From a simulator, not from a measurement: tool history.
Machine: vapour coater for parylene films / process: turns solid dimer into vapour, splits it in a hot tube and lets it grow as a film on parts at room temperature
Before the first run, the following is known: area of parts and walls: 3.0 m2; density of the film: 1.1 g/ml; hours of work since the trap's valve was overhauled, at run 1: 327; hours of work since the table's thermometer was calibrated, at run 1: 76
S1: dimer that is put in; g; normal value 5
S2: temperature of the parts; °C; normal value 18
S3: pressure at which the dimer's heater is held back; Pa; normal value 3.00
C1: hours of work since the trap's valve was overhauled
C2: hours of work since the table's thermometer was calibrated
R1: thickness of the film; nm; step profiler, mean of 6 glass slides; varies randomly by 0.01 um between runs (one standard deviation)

| run | hour | S1 | S2 | S3 | C1 | C2 | R1 |
|---|---|---|---|---|---|---|---|
| 1 | 0.0 | 5 | 18 | 3.00 | 327 | 76 | 780 |
| 2 | 27.6 | 5 | 18 | 3.00 | 340 | 88 | 790 |
| 3 | 74.3 | 5 | 18 | 3.00 | 361 | 109 | 770 |
| 4 | 109.3 | 5 | 10 | 3.00 | 376 | 124 | 1000 |
|  | 123.8 | trap's valve overhauled |
| 5 | 140.0 | 5 | 18 | 9.15 | 7 | 136 | 760 |
| 6 | 179.6 | 4 | 21 | 3.00 | 25 | 154 | 630 |
| 7 | 227.8 | 4 | 16 | 2.23 | 46 | 175 | 750 |
| 8 | 275.5 | 4 | 16 | 2.23 | 68 | 197 | 750 |
| 9 | 311.1 | 8 | 20 | 2.24 | 83 | 213 | 1320 |
| 10 | 361.2 | 9 | 24 | 6.61 | 106 | 235 | 1110 |

Branching from run 10: 5 alternative next runs. What would each branch give?
| A | 387.6 | 2 | 29 | 6.61 | 118 | 247 | ? |
| B | 387.6 | 6 | 20 | 8.77 | 118 | 247 | ? |
| C | 387.6 | 7 | 28 | 11.35 | 118 | 247 | ? |
| D | 387.6 | 4 | 19 | 10.30 | 118 | 247 | ? |
| E | 387.6 | 9 | 21 | 6.61 | 118 | 247 | ? |

| run | R1 |
|---|---|
| A | 210 |
| B | 830 |
| C | 730 |
| D | 550 |
| E | 1280 |
With no hidden state in the tool, these same runs would have given:
| run | R1 |
|---|---|
| A | 210 |
| B | 850 |
| C | 750 |
| D | 560 |
| E | 1300 |

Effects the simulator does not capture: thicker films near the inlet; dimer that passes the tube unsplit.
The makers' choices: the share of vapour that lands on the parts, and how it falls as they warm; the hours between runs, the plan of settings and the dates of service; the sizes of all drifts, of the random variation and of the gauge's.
